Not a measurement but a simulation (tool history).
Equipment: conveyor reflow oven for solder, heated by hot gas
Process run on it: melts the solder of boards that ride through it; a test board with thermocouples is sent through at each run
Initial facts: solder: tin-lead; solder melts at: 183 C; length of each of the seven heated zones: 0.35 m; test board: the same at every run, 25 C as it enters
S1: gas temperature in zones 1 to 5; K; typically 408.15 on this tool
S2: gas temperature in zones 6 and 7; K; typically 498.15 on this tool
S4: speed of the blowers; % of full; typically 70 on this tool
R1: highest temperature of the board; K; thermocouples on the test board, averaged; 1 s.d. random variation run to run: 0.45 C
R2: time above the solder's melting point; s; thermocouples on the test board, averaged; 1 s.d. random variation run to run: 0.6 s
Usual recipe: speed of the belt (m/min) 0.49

Run 1, hour 0: usual settings. Result: R1 483.25 K, R2 55.1 s.
Run 2, hour 10.3: usual settings but S1 410.15 K. Result: R1 482.85 K, R2 57.2 s.
Run 3, hour 19.9: usual settings. Result: R1 481.25 K, R2 54.8 s.
Run 4, hour 32.9: usual settings. Result: R1 481.95 K, R2 55 s.
Run 5, hour 41.7: usual settings but S4 52 % of full. Result: R1 476.55 K, R2 48 s.
Run 6, hour 49.9: usual settings but S4 52 % of full. Result: R1 476.85 K, R2 48.2 s.
Run 7, hour 60.3: usual settings but S2 492.15 K. Result: R1 476.45 K, R2 48.6 s.
Run 8, hour 70.2: usual settings but S2 512.15 K. Result: R1 494.05 K, R2 66.2 s.
Run 9, hour 83.3: usual settings but S2 512.15 K. Result: R1 494.05 K, R2 66.5 s.
Run 10, hour 95.1: usual settings but S2 512.15 K. Result: R1 493.15 K, R2 66.4 s.
Run 11, hour 113.2: usual settings but S2 512.15 K. Result: R1 493.35 K, R2 65.8 s.
Run 12, hour 120.8: usual settings. Result: R1 481.45 K, R2 54.5 s.
Run 13, hour 135: usual settings. Result: R1 481.65 K, R2 54.3 s.
Run 14, hour 151.1: usual settings. Result: R1 481.35 K, R2 53.5 s.
Run 15, hour 168.3: usual settings. Result: R1 481.55 K, R2 54.3 s.
Run 16, hour 181: usual settings but S4 58 % of full. Result: R1 478.25 K, R2 49.5 s.
Run 17, hour 191.1: usual settings but S2 493.15 K, S4 55 % of full. Result: R1 473.85 K, R2 42.5 s.
Run 18, hour 208.5: usual settings but S1 421.15 K, S2 507.15 K, S4 60 % of full. Result: R1 488.85 K, R2 67.7 s.
Run 19, hour 221.6: usual settings but S1 421.15 K, S2 507.15 K, speed of the belt (m/min) 0.435, S4 60 % of full. Result: R1 492.95 K, R2 79.9 s.
Run 20, hour 232.3: usual settings but S1 422.15 K, speed of the belt (m/min) 0.559. Result: R1 479.95 K, R2 49.5 s.
Run 21, hour 241.7: usual settings but S1 413.15 K, S2 512.15 K, speed of the belt (m/min) 0.472, S4 65 % of full. Result: R1 493.95 K, R2 71.1 s.
Run 22, hour 249.1: usual settings but S2 506.15 K, S4 64 % of full. Result: R1 486.55 K, R2 58.8 s.
Run 23, hour 259: usual settings but S2 506.15 K, S4 64 % of full. Result: R1 486.15 K, R2 59.1 s.
Run 24, hour 274.6: usual settings but S1 423.15 K, speed of the belt (m/min) 0.493, S4 54 % of full. Result: R1 480.25 K, R2 58 s.
Run 25, hour 285.4: usual settings but S1 397.15 K, S2 493.15 K, speed of the belt (m/min) 0.493, S4 61 % of full. Result: R1 472.05 K, R2 36.5 s.
Run 26, hour 294.7: usual settings but speed of the belt (m/min) 0.523, S4 74 % of full. Result: R1 479.55 K, R2 47.6 s.
Run 27, hour 302.3: usual settings but S1 405.15 K, speed of the belt (m/min) 0.476, S4 62 % of full. Result: R1 479.35 K, R2 51.9 s.
Run 28, hour 319.1: usual settings but S1 411.15 K, speed of the belt (m/min) 0.476, S4 52 % of full. Result: R1 478.35 K, R2 52.8 s.
Run 29, hour 330.6: usual settings but S1 395.15 K, S2 504.15 K, speed of the belt (m/min) 0.548, S4 52 % of full. Result: R1 473.55 K, R2 32.5 s.
Run 30, hour 342.2: usual settings but S1 395.15 K, S2 504.15 K, speed of the belt (m/min) 0.548, S4 52 % of full. Result: R1 473.25 K, R2 32.1 s.

How would selected steps in R1 from run to run divide? Give the signed amount a tool lacking its hidden state would still show from settings, what came in and random variation, and the signed amount left for the hidden state, including any gauge scatter that is not in both of the compared results.
Unlogged tool condition in this case: heat that the gas passes to the board, % of a clean oven's; belt's true speed, % of the reading; true gas temperature in zones 6 and 7 over the reading, C; drift of the gauge itself on peak_c, C; drift of the gauge itself on liquid_s, %.
Run 7 -> 8: S2 492.15 -> 512.15. R1 +17.6 K: hidden state -0.2, all else +17.8.
Run 17 -> 18: S1 408.15 -> 421.15, S2 493.15 -> 507.15, S4 55 -> 60. R1 +15 K: hidden state -0.1, all else +15.1.
Run 19 -> 20: S1 421.15 -> 422.15, S2 507.15 -> 498.15, speed of the belt (m/min) 0.435 -> 0.559, S4 60 -> 70. R1 -13 K: hidden state -0.4, all else -12.6.
Run 20 -> 21: S1 422.15 -> 413.15, S2 498.15 -> 512.15, speed of the belt (m/min) 0.559 -> 0.472, S4 70 -> 65. R1 +14 K: hidden state +0, all else +14.
Run 24 -> 25: S1 423.15 -> 397.15, S2 498.15 -> 493.15, S4 54 -> 61. R1 -8.2 K: hidden state -0.4, all else -7.8.
Run 28 -> 29: S1 411.15 -> 395.15, S2 498.15 -> 504.15, speed of the belt (m/min) 0.476 -> 0.548. R1 -4.8 K: hidden state -0.6, all else -4.2.
